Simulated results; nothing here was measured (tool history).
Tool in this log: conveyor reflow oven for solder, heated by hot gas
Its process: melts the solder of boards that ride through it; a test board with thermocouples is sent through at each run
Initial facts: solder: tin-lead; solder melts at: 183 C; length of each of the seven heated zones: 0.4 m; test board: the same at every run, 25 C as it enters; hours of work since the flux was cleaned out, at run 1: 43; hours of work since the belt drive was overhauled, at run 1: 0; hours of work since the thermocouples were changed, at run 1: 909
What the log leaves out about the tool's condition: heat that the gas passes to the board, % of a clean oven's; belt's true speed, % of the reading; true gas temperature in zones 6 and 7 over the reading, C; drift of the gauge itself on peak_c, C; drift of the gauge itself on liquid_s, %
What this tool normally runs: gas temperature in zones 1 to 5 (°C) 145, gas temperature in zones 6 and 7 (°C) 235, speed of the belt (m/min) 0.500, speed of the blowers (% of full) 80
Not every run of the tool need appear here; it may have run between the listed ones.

run   hour  gas temperature in zones 1 to 5 (°C)  gas temperature in zones 6 and 7 (°C)  speed of the belt (m/min)  speed of the blowers (% of full)  hours of work since the flux was cleaned out  hours of work since the belt drive was overhauled  hours of work since the thermocouples were changed  highest temperature of the board (°C)  time above the solder's melting point (s)
  1    0.0                                   145                                    235                      0.500                                80                                            43                                                  0                                                 909                                  222.6                                       82.3
  2   45.6                                   145                                    235                      0.500                                80                                            76                                                 33                                                 942                                  223.5                                       81.8
  3   80.0                                   145                                    235                      0.500                                80                                           101                                                 58                                                 967                                  223.7                                       81.9
      98.8  -- thermocouples of zones 6 and 7 changed
  4  102.2                                   145                                    235                      0.500                                80                                           116                                                 73                                                   2                                  224.9                                       83.5
  5  149.7                                   145                                    235                      0.500                                80                                           151                                                108                                                  37                                  225.1                                       83.2
  6  172.0                                   145                                    238                      0.500                                80                                           167                                                124                                                  53                                  228.1                                       85.1
  7  202.9                                   145                                    238                      0.500                                80                                           189                                                146                                                  76                                  226.9                                       85.2
  8  245.8                                   145                                    238                      0.500                                80                                           221                                                178                                                 107                                  227.6                                       85.0
  9  285.7                                   145                                    238                      0.500                                80                                           250                                                207                                                 136                                  227.6                                       85.3
 10  317.0                                   145                                    238                      0.500                                80                                           272                                                230                                                 159                                  227.4                                       85.0
 11  354.4                                   145                                    238                      0.500                                80                                           300                                                257                                                 186                                  227.7                                       85.2
 12  400.4                                   145                                    238                      0.500                                80                                           333                                                290                                                 220                                  227.4                                       84.8
 13  444.7                                   145                                    224                      0.500                                71                                           366                                                323                                                 252                                  213.0                                       72.8
 14  489.6                                   137                                    250                      0.528                                65                                           398                                                355                                                 285                                  231.9                                       79.7
 15  522.8                                   145                                    241                      0.500                                80                                           422                                                379                                                 309                                  229.5                                       86.7
     538.0  -- flux residue cleaned out of gas plates and filters
 16  573.0                                   145                                    241                      0.500                                80                                            26                                                412                                                 342                                  230.4                                       87.3
 17  595.7                                   145                                    243                      0.532                                80                                            42                                                429                                                 358                                  230.9                                       82.0
 18  617.5                                   159                                    243                      0.532                                80                                            58                                                445                                                 374                                  232.4                                       89.8
 19  638.6                                   159                                    243                      0.532                                80                                            73                                                460                                                 390                                  232.7                                       89.3
 20  665.1                                   145                                    230                      0.469                                57                                            93                                                480                                                 409                                  216.1                                       81.8

Alternative continuations, all from the tool just after run 20; predict every row:
  A  713.6                                   132                                    230                      0.595                                57                                           128                                                515                                                 444                                      ?                                          ?
  B  713.6                                   145                                    242                      0.505                                65                                           128                                                515                                                 444                                      ?                                          ?
  C  713.6                                   145                                    235                      0.500                                55                                           128                                                515                                                 444                                      ?                                          ?
  D  713.6                                   150                                    230                      0.524                                63                                           128                                                515                                                 444                                      ?                                          ?

run  highest temperature of the board (°C)  time above the solder's melting point (s)
  A                                  206.6                                       47.3
  B                                  227.7                                       84.7
  C                                  219.1                                       77.8
  D                                  216.3                                       74.6
What these runs would have given with no unlogged condition in the tool:
run  highest temperature of the board (°C)  time above the solder's melting point (s)
  A                                  207.6                                       47.8
  B                                  228.8                                       84.3
  C                                  220.1                                       77.6
  D                                  217.3                                       74.5
